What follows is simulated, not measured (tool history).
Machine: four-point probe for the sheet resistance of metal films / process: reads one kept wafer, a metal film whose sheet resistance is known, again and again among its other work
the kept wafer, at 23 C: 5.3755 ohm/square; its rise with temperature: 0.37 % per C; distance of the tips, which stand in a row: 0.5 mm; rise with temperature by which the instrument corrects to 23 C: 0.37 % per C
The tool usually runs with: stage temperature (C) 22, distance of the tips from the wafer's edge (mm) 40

| run | hour | stage temperature (C) | distance of the tips from the wafer's edge (mm) | sheet resistance as the instrument gives it (ohm/square) |
|---|---|---|---|---|
| 1 | 0.0 | 22 | 40 | 5.374792 |
| 2 | 18.9 | 22 | 7 | 5.390016 |
| 3 | 34.4 | 22 | 7 | 5.390035 |
| 4 | 58.2 | 22 | 7 | 5.391194 |
| 5 | 84.7 | 22 | 7 | 5.390672 |
| 6 | 107.0 | 22 | 40 | 5.376728 |
| 7 | 121.7 | 22 | 40 | 5.376025 |
| 8 | 145.5 | 22 | 40 | 5.377168 |
| 9 | 171.5 | 22 | 40 | 5.377762 |
|  | 183.1 | stage's thermometer calibrated |
| 10 | 187.0 | 22 | 63 | 5.370725 |
| 11 | 207.6 | 22 | 40 | 5.371180 |
| 12 | 220.2 | 22 | 45 | 5.370511 |
|  | 233.5 | stage's thermometer calibrated, once more |
| 13 | 237.4 | 22 | 45 | 5.386189 |
| 14 | 256.8 | 22 | 45 | 5.386170 |
| 15 | 277.7 | 23 | 40 | 5.385542 |
| 16 | 302.7 | 23 | 40 | 5.386760 |
| 17 | 325.9 | 20 | 40 | 5.386639 |
| 18 | 346.8 | 20 | 40 | 5.387453 |
| 19 | 362.5 | 22 | 4 | 5.432489 |
| 20 | 389.7 | 22 | 4 | 5.432365 |
| 21 | 412.5 | 22 | 4 | 5.432517 |
| 22 | 431.2 | 22 | 4 | 5.434020 |
| 23 | 447.6 | 22 | 40 | 5.386456 |
| 24 | 462.8 | 22 | 40 | 5.386667 |
| 25 | 489.9 | 29 | 11 | 5.393373 |
| 26 | 516.7 | 29 | 11 | 5.393054 |
| 27 | 536.6 | 29 | 11 | 5.393862 |
| 28 | 565.0 | 26 | 21 | 5.388477 |
| 29 | 584.7 | 24 | 33 | 5.387217 |
| 30 | 603.3 | 19 | 25 | 5.387882 |
| 31 | 624.6 | 26 | 8 | 5.399513 |
| 32 | 646.1 | 20 | 17 | 5.389936 |
| 33 | 673.0 | 20 | 17 | 5.389541 |
| 34 | 699.6 | 35 | 3 | 5.466595 |
| 35 | 717.9 | 35 | 3 | 5.465013 |
| 36 | 745.0 | 33 | 4 | 5.432466 |
| 37 | 756.6 | 34 | 27 | 5.388588 |
| 38 | 779.6 | 26 | 40 | 5.385853 |
| 39 | 803.6 | 25 | 6 | 5.406879 |
| 40 | 829.3 | 24 | 8 | 5.398887 |
| 41 | 845.8 | 24 | 8 | 5.398041 |
| 42 | 870.0 | 24 | 17 | 5.389740 |
| 43 | 893.9 | 24 | 3 | 5.466408 |
| 44 | 906.9 | 32 | 40 | 5.386974 |
| 45 | 928.8 | 32 | 40 | 5.388680 |
| 46 | 957.3 | 32 | 40 | 5.389325 |

Forecast each of these 3 alternatives for the next run:
| A | 971.2 | 19 | 42 | ? |
| B | 971.2 | 19 | 3 | ? |
| C | 971.2 | 33 | 15 | ? |

| run | sheet resistance as the instrument gives it (ohm/square) |
|---|---|
| A | 5.386206 |
| B | 5.467830 |
| C | 5.390631 |
What these runs would have given with no unlogged condition in the tool:
| run | sheet resistance as the instrument gives it (ohm/square) |
|---|---|
| A | 5.374202 |
| B | 5.455660 |
| C | 5.378509 |
